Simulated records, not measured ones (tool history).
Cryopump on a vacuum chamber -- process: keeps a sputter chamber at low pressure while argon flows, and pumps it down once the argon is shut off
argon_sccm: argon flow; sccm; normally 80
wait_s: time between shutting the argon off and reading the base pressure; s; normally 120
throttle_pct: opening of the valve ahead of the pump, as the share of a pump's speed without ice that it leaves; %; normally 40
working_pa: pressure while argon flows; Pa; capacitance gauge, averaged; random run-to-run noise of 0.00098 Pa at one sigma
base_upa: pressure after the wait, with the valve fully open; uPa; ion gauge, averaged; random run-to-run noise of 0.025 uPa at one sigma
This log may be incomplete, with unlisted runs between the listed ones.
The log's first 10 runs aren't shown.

run,hour,argon_sccm,wait_s,throttle_pct,hours of work since the pump was warmed up and emptied,hours of work since the cold head was overhauled,hours of work since the chamber's fittings were tightened,working_pa,base_upa
11,123.2,46,120,40,319,319,219,0.1275,1.29
12,131.4,46,120,40,323,323,223,0.1266,1.24
13,140.2,46,120,40,329,329,229,0.128,1.23
14,151.1,46,120,40,335,335,235,0.1285,1.3
15,161.9,80,120,40,342,342,242,0.2243,1.29
16,177.4,80,120,40,351,351,251,0.2246,1.32
17,192.2,146,110,29,360,360,260,0.5546,1.45
18,202.1,80,140,40,366,366,266,0.2253,1.25
19,209.3,80,120,54,370,370,270,0.1696,1.38
20,220,80,120,54,377,377,277,0.1706,1.34
21,229.7,80,120,54,382,382,282,0.1725,1.42
22,244.9,67,182,32,392,392,292,0.232,1.12
23,254.3,125,120,45,397,397,297,0.3172,1.37
24,268.7,125,120,45,406,406,306,0.3187,1.45
25,275.9,129,27,40,410,410,310,0.3642,3.96
26,283.5,40,38,46,415,415,315,0.0993,3.12
27,297.4,98,120,57,423,423,323,0.2011,1.44
28,305.6,82,183,30,428,428,328,0.3038,1.21
29,317,80,145,40,435,435,335,0.2293,1.33
30,330.8,80,145,40,443,443,343,0.2272,1.38
31,342.3,80,145,40,450,450,350,0.2279,1.36

Consider 3 possible next runs. They are alternatives, not a sequence: every one starts from the tool as it was left by run 31. What does each give?
A,349.8,115,120,34,455,455,355,?,?
B,349.8,80,31,23,455,455,355,?,?
C,349.8,71,145,40,455,455,355,?,?

run,working_pa,base_upa
A,0.3814,1.51
B,0.3828,3.69
C,0.202,1.38
What these runs would have given with no unlogged condition in the tool:
run,working_pa,base_upa
A,0.354,0.96
B,0.3637,3.15
C,0.1851,0.83
